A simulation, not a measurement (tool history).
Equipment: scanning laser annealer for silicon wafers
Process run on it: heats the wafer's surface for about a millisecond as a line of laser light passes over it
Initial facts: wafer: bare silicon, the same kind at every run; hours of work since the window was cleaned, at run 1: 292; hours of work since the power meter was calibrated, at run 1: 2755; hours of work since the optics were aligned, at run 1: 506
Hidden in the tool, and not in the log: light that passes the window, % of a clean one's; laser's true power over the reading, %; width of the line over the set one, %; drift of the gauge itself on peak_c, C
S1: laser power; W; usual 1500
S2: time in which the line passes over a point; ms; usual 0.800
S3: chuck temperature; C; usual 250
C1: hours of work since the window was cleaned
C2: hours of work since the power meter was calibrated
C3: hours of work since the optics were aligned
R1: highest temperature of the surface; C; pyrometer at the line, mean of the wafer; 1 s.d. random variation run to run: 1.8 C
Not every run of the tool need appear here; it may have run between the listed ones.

{"run": 1, "hour": 0.0, "S1": 1500, "S2": 0.8, "S3": 250, "C1": 292, "C2": 2755, "C3": 506, "R1": 1022}
{"run": 2, "hour": 45.0, "S1": 1500, "S2": 0.8, "S3": 250, "C1": 325, "C2": 2787, "C3": 538, "R1": 1018}
{"run": 3, "hour": 137.0, "S1": 1382, "S2": 0.8, "S3": 250, "C1": 392, "C2": 2855, "C3": 605, "R1": 953}
{"run": 4, "hour": 221.8, "S1": 1500, "S2": 0.8, "S3": 250, "C1": 454, "C2": 2916, "C3": 667, "R1": 1008}
{"run": 5, "hour": 263.5, "S1": 1500, "S2": 0.8, "S3": 250, "C1": 484, "C2": 2947, "C3": 698, "R1": 1006}
{"run": 6, "hour": 344.8, "S1": 1500, "S2": 0.8, "S3": 261, "C1": 544, "C2": 3006, "C3": 757, "R1": 1014}
{"hour": 378.3, "done": "window over the wafer cleaned"}
{"run": 7, "hour": 410.7, "S1": 1500, "S2": 0.8, "S3": 273, "C1": 24, "C2": 3053, "C3": 804, "R1": 1049}
{"run": 8, "hour": 511.2, "S1": 1500, "S2": 0.918, "S3": 250, "C1": 97, "C2": 3126, "C3": 877, "R1": 1081}
{"run": 9, "hour": 568.6, "S1": 1500, "S2": 0.918, "S3": 250, "C1": 139, "C2": 3168, "C3": 919, "R1": 1077}
{"hour": 608.9, "done": "optics aligned, line set to its width"}
{"run": 10, "hour": 675.1, "S1": 1500, "S2": 0.8, "S3": 250, "C1": 213, "C2": 3242, "C3": 48, "R1": 1028}
{"run": 11, "hour": 745.9, "S1": 1500, "S2": 0.8, "S3": 250, "C1": 264, "C2": 3293, "C3": 100, "R1": 1026}
{"run": 12, "hour": 817.9, "S1": 1367, "S2": 0.725, "S3": 221, "C1": 317, "C2": 3346, "C3": 152, "R1": 895}
{"run": 13, "hour": 883.5, "S1": 1307, "S2": 0.834, "S3": 250, "C1": 365, "C2": 3394, "C3": 200, "R1": 938}
{"hour": 894.8, "done": "laser's power meter calibrated"}
{"run": 14, "hour": 988.8, "S1": 1500, "S2": 0.617, "S3": 250, "C1": 439, "C2": 69, "C3": 275, "R1": 916}
{"run": 15, "hour": 1050.6, "S1": 1614, "S2": 0.835, "S3": 283, "C1": 484, "C2": 114, "C3": 320, "R1": 1111}
{"hour": 1094.5, "done": "laser's power meter calibrated, once more"}
{"run": 16, "hour": 1107.9, "S1": 1430, "S2": 0.864, "S3": 232, "C1": 524, "C2": 10, "C3": 359, "R1": 990}
{"hour": 1165.2, "done": "window over the wafer cleaned"}
{"run": 17, "hour": 1182.1, "S1": 1430, "S2": 0.864, "S3": 232, "C1": 12, "C2": 62, "C3": 412, "R1": 1018}
{"run": 18, "hour": 1230.6, "S1": 1290, "S2": 0.587, "S3": 250, "C1": 48, "C2": 98, "C3": 447, "R1": 834}
{"run": 19, "hour": 1290.7, "S1": 1290, "S2": 0.587, "S3": 250, "C1": 92, "C2": 142, "C3": 491, "R1": 831}
{"run": 20, "hour": 1369.4, "S1": 1428, "S2": 0.587, "S3": 250, "C1": 149, "C2": 199, "C3": 549, "R1": 885}
{"run": 21, "hour": 1468.9, "S1": 1428, "S2": 0.884, "S3": 278, "C1": 221, "C2": 272, "C3": 621, "R1": 1054}

Each row is a separate what-if for the run after 21, all from the same tool condition, not one after another. Results?
{"run": "A", "hour": 1546.2, "S1": 1428, "S2": 0.685, "S3": 247, "C1": 278, "C2": 328, "C3": 678, "R1": "?"}
{"run": "B", "hour": 1546.2, "S1": 1434, "S2": 0.8, "S3": 250, "C1": 278, "C2": 328, "C3": 678, "R1": "?"}
{"run": "C", "hour": 1546.2, "S1": 1353, "S2": 0.69, "S3": 267, "C1": 278, "C2": 328, "C3": 678, "R1": "?"}
{"run": "D", "hour": 1546.2, "S1": 1586, "S2": 0.777, "S3": 265, "C1": 278, "C2": 328, "C3": 678, "R1": "?"}
{"run": "E", "hour": 1546.2, "S1": 1500, "S2": 0.636, "S3": 250, "C1": 278, "C2": 328, "C3": 678, "R1": "?"}

run=A R1=926
run=B R1=988
run=C R1=912
run=D R1=1063
run=E R1=934
With the hidden condition removed and each run's random variation left untouched, the same runs would have given:
run=A R1=951
run=B R1=1016
run=C R1=936
run=D R1=1093
run=E R1=960
